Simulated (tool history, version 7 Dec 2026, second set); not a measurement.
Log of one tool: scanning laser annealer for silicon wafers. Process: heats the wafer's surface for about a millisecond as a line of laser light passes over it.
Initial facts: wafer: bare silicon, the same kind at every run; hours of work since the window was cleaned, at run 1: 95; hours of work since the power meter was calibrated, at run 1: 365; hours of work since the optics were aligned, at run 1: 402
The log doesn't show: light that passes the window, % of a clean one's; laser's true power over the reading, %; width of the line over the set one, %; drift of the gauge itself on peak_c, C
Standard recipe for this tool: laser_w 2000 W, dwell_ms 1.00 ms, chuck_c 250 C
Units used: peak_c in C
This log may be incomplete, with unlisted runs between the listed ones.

run,hour,laser_w,dwell_ms,chuck_c,hours of work since the window was cleaned,hours of work since the power meter was calibrated,hours of work since the optics were aligned,peak_c
1,0.0,2000,1.00,250,95,365,402,985
2,37.4,2000,1.00,250,110,380,417,990
3,76.7,2000,1.00,250,126,396,433,987
4,106.0,2000,1.04,250,138,407,444,1003
5,153.2,2000,1.04,250,156,426,463,1006
6,188.5,2000,0.92,250,171,441,477,948
7,233.7,2000,1.00,254,189,459,495,990
8,263.8,2000,1.00,248,201,471,507,985
9,313.8,2000,1.00,250,221,491,527,988
10,350.4,2000,1.19,250,235,505,542,1065
11,420.0,2000,1.00,250,263,533,570,989
12,482.6,2000,1.00,250,288,558,595,987
13,521.4,2000,1.00,250,304,574,611,987
14,559.1,2000,1.00,250,319,589,626,990
15,605.4,2000,1.00,250,337,607,644,984
16,654.5,2000,1.00,250,357,627,664,990
17,717.3,2000,1.00,235,382,652,689,970
18,786.8,2000,1.00,235,410,680,717,976
19,851.7,2000,1.00,235,436,706,743,972
20,906.5,2000,0.83,235,458,728,765,897
21,952.4,2000,0.83,235,476,746,783,897
# hour 991.4: window over the wafer cleaned
22,1008.4,2186,1.00,260,7,768,805,1083
23,1059.7,2186,1.00,260,27,788,825,1083
24,1094.5,1961,1.20,244,41,802,839,1047
25,1161.9,1961,1.20,244,68,829,866,1042
26,1207.2,1961,1.20,244,86,847,884,1045
27,1266.4,2191,1.20,244,110,871,908,1166
28,1330.3,1977,0.70,250,136,897,933,845
29,1364.5,2064,1.10,213,149,910,947,1023
30,1429.1,2064,1.10,213,175,936,973,1026
31,1482.4,2038,0.78,236,196,957,994,893
32,1543.2,1940,0.73,215,221,982,1019,806
33,1597.4,1940,0.73,215,243,1003,1040,807
34,1635.3,2056,0.77,268,258,1019,1055,926
35,1688.4,2056,0.77,268,279,1040,1077,926
36,1754.4,2056,0.77,268,305,1066,1103,923
37,1824.4,2000,0.87,250,333,1094,1131,930
38,1874.8,2116,1.00,250,353,1114,1151,1042
39,1904.6,2114,1.00,250,365,1126,1163,1041
40,1935.5,1824,0.84,252,378,1139,1176,847

Below are 5 alternative next runs, each starting from the tool's condition after run 40. Predict each:
A,2000.4,2000,0.99,250,404,1165,1202,?
B,2000.4,1787,0.91,258,404,1165,1202,?
C,2000.4,2184,0.74,260,404,1165,1202,?
D,2000.4,1824,0.84,222,404,1165,1202,?
E,2000.4,2092,0.84,270,404,1165,1202,?

run,peak_c
A,984
B,869
C,950
D,817
E,973
What these runs would have given with no unlogged condition in the tool:
run,peak_c
A,986
B,871
C,952
D,818
E,975
